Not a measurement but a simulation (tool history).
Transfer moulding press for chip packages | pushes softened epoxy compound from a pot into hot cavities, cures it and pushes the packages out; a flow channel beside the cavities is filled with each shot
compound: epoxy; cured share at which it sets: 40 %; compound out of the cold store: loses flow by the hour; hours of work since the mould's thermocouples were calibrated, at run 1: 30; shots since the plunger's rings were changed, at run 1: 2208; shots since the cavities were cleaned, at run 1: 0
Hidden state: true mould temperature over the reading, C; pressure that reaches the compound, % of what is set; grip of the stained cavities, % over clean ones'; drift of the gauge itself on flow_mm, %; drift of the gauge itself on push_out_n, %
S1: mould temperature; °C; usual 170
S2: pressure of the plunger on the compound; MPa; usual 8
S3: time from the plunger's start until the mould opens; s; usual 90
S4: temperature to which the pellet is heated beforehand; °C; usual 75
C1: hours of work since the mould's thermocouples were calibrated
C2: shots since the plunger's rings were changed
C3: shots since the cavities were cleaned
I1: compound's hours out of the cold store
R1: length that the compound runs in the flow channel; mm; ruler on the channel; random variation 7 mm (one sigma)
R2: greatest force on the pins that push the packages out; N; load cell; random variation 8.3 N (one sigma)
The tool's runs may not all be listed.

run,hour,S1,S2,S3,S4,C1,C2,C3,I1,R1,R2
1,0,170,8,90,75,30,2208,0,43.3,799,360
2,8.9,170,8,90,75,35,2294,86,32.6,819,376
3,14.6,170,8,90,75,37,2349,141,30.5,832,382
4,22.9,170,6,90,75,41,2429,221,13.7,738,372
5,28.5,170,8,90,75,44,2483,275,47.9,782,363
6,38,170,8,90,75,49,2574,366,13.5,868,394
7,47,170,8,90,75,53,2662,454,46.8,789,350
8,55.4,170,8,90,75,57,2742,534,14.6,856,380
9,64,170,8,90,75,61,2826,618,18,860,388
10,71.6,170,8,90,75,64,2898,690,32,824,376
# hour 78.9: plunger's sealing rings changed
11,83.6,170,7.96,90,75,69,45,782,14,871,396
12,88.4,170,8,90,75,71,91,828,39.7,795,375
13,93.4,170,8,90,75,74,139,876,17.1,859,381
14,101.2,170,8,90,75,77,215,952,35.5,821,366
15,109,172,8,93,75,81,290,1027,12.2,853,335
# hour 115.2: cavities cleaned with cleaning compound and waxed
16,118.4,172,7.01,93,74,85,367,31,8.2,835,330
17,125.9,165,7.01,93,66,88,438,102,20.1,820,522
18,134.7,176,9.51,103,67,93,524,188,10.1,925,271
19,143.6,163,8,90,74,97,609,273,13.8,919,662
20,147.5,163,8,90,74,99,647,311,19.9,872,631
21,155.2,163,8,90,74,102,722,386,14.5,915,677
22,160.8,163,6.36,90,85,105,775,439,32.5,761,625
23,164.8,163,6.36,90,85,107,814,478,9,821,662
24,170.7,163,8.16,90,74,110,871,535,13.4,910,652
25,180.3,175,8,89,75,114,963,627,44.2,778,292
26,187.1,175,8,89,75,117,1028,692,10.3,854,318
27,195.2,175,8,89,75,121,1107,771,45.3,781,299
28,202.7,170,6.98,112,75,125,1179,843,10.3,818,294

3 ways to go on from here, each from the tool as it stands after run 28. What would each give?
A,210.3,178,8,93,75,128,1252,916,20.6,?,?
B,210.3,170,7.97,122,68,128,1252,916,13.7,?,?
C,210.3,171,8,90,74,128,1252,916,12.5,?,?

run,R1,R2
A,825,276
B,866,285
C,873,364
Without the tool's hidden state the same runs would have given:
run,R1,R2
A,826,274
B,866,283
C,873,361

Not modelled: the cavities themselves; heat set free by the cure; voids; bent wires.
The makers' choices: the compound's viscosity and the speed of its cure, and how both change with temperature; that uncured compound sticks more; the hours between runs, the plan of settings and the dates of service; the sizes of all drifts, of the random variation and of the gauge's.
